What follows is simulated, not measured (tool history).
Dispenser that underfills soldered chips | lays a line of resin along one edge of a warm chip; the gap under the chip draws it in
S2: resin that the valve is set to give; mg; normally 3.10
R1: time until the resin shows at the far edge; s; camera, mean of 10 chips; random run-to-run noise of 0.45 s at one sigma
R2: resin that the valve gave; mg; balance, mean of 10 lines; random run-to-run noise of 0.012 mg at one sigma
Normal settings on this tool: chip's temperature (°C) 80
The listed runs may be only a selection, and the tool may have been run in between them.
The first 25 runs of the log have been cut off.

{"run": 26, "hour": 187.6, "chip's temperature (°C)": 80, "S2": 3.19, "R1": 46.3, "R2": 3.19}
{"hour": 193.4, "done": "new syringe of resin"}
{"run": 27, "hour": 193.4, "chip's temperature (°C)": 80, "S2": 3.19, "R1": 32.8, "R2": 3.15}
{"run": 28, "hour": 203.3, "chip's temperature (°C)": 93, "S2": 2.85, "R1": 40.8, "R2": 2.79}
{"hour": 204.4, "done": "new syringe of resin"}
{"run": 29, "hour": 207.8, "chip's temperature (°C)": 73, "S2": 2.65, "R1": 57.5, "R2": 2.57}
{"hour": 215.3, "done": "new syringe of resin"}
{"run": 30, "hour": 215.7, "chip's temperature (°C)": 73, "S2": 2.65, "R1": 47.0, "R2": 2.58}
{"run": 31, "hour": 222.3, "chip's temperature (°C)": 89, "S2": 2.66, "R1": 39.6, "R2": 2.58}
{"hour": 226.3, "done": "new syringe of resin"}
{"run": 32, "hour": 227.9, "chip's temperature (°C)": 89, "S2": 2.66, "R1": 27.9, "R2": 2.57}
{"run": 33, "hour": 232.5, "chip's temperature (°C)": 70, "S2": 2.93, "R1": 73.5, "R2": 2.81}
{"hour": 237.4, "done": "new syringe of resin"}
{"run": 34, "hour": 242.4, "chip's temperature (°C)": 70, "S2": 2.82, "R1": 70.2, "R2": 2.71}

What if the next run were any one of these 4? Each begins from the tool's condition after run 34:
{"hour": 248.7, "done": "new syringe of resin"}
{"run": "A", "hour": 249.2, "chip's temperature (°C)": 67, "S2": 3.1, "R1": "?", "R2": "?"}
{"hour": 248.7, "done": "new syringe of resin"}
{"run": "B", "hour": 249.2, "chip's temperature (°C)": 70, "S2": 3.06, "R1": "?", "R2": "?"}
{"hour": 248.7, "done": "new syringe of resin"}
{"run": "C", "hour": 249.2, "chip's temperature (°C)": 67, "S2": 3.41, "R1": "?", "R2": "?"}
{"hour": 248.7, "done": "new syringe of resin"}
{"run": "D", "hour": 249.2, "chip's temperature (°C)": 67, "S2": 3.45, "R1": "?", "R2": "?"}

run=A R1=56.8 R2=2.96
run=B R1=51.0 R2=2.91
run=C R1=56.0 R2=3.25
run=D R1=53.8 R2=3.28
Stripped of hidden state, with their random variation kept, the same runs would have yielded:
run=A R1=55.4 R2=3.10
run=B R1=49.7 R2=3.06
run=C R1=54.7 R2=3.41
run=D R1=52.6 R2=3.44

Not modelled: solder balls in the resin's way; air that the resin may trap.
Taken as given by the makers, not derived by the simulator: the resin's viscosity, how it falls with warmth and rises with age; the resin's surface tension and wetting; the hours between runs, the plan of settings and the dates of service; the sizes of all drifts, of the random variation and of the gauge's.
